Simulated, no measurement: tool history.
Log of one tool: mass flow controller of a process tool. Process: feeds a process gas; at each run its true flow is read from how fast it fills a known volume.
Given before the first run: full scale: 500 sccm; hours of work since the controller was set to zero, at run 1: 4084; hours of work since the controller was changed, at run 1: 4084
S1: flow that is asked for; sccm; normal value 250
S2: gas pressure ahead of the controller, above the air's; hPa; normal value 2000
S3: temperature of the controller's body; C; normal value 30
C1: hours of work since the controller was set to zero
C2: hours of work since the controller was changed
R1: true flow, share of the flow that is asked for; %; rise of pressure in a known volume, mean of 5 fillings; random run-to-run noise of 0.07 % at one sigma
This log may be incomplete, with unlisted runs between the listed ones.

run 1 day=0 | S1=250 S2=2000 S3=30 | C1=4084 C2=4084 | R1=97.57
run 2 day=2.15 | S1=250 S2=2000 S3=30 | C1=4122 C2=4122 | R1=97.49
run 3 day=6.158 | S1=250 S2=2000 S3=30 | C1=4192 C2=4192 | R1=97.36
run 4 day=9.725 | S1=250 S2=2000 S3=30 | C1=4255 C2=4255 | R1=97.3
run 5 day=12.962 | S1=149 S2=2000 S3=30 | C1=4312 C2=4312 | R1=98.21
run 6 day=16.167 | S1=149 S2=2000 S3=29 | C1=4368 C2=4368 | R1=98.23
run 7 day=19.954 | S1=110 S2=2000 S3=29 | C1=4435 C2=4435 | R1=98.89
run 8 day=23.654 | S1=110 S2=2000 S3=29 | C1=4500 C2=4500 | R1=98.81
run 9 day=27.358 | S1=110 S2=2000 S3=29 | C1=4565 C2=4565 | R1=98.72
run 10 day=29.829 | S1=110 S2=2000 S3=29 | C1=4608 C2=4608 | R1=98.82
run 11 day=32.379 | S1=110 S2=2000 S3=29 | C1=4653 C2=4653 | R1=98.75
run 12 day=34.704 | S1=110 S2=2000 S3=29 | C1=4694 C2=4694 | R1=98.93
run 13 day=36.408 | S1=110 S2=2000 S3=29 | C1=4724 C2=4724 | R1=98.79

The next listed run, before its measurement:
run 14 day=40.033 | S1=110 S2=2000 S3=29 | C1=4787 C2=4787 | R1=?

R1: 98.79 %
Without the tool's hidden state the same run would have given R1 99.08 %.
